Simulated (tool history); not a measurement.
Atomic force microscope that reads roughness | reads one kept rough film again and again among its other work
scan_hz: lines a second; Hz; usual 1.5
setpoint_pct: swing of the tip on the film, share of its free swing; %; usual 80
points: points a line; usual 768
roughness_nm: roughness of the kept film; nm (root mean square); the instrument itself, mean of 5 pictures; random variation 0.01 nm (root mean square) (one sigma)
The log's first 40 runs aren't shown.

run	hour	scan_hz	setpoint_pct	points	pictures with this tip	hours of work since the height scale was calibrated	roughness_nm
41	593.9	2.09	79	921	35	692	2.12
42	606.5	2.09	79	921	54	701	2.06
43	616.8	2.09	79	921	70	708	2.006
44	629.6	2.25	80	311	89	717	1.873
45	645.3	1.5	74	768	112	728	2.065
46	663	1.03	74	768	139	740	2.055
47	672.5	1.03	74	768	153	747	2.03
48	691.1	1.03	74	768	181	760	1.943
49	708.4	1.03	74	768	207	772	1.882
50	716.5	1.03	74	768	219	777	1.877
51	724.3	0.51	77	426	231	783	1.87
52	738.8	2.89	80	658	253	793	1.456

Forecast each of these 5 alternatives for the next run:
A	755.8	0.68	80	658	279	805	?
B	755.8	2.89	80	694	279	805	?
C	755.8	0.96	80	768	279	805	?
D	755.8	3.76	80	658	279	805	?
E	755.8	0.78	68	505	279	805	?

run	roughness_nm
A	1.759
B	1.415
C	1.686
D	1.325
E	1.786
Without the tool's hidden state the same runs would have given:
run	roughness_nm
A	2.603
B	2.093
C	2.495
D	1.959
E	2.643

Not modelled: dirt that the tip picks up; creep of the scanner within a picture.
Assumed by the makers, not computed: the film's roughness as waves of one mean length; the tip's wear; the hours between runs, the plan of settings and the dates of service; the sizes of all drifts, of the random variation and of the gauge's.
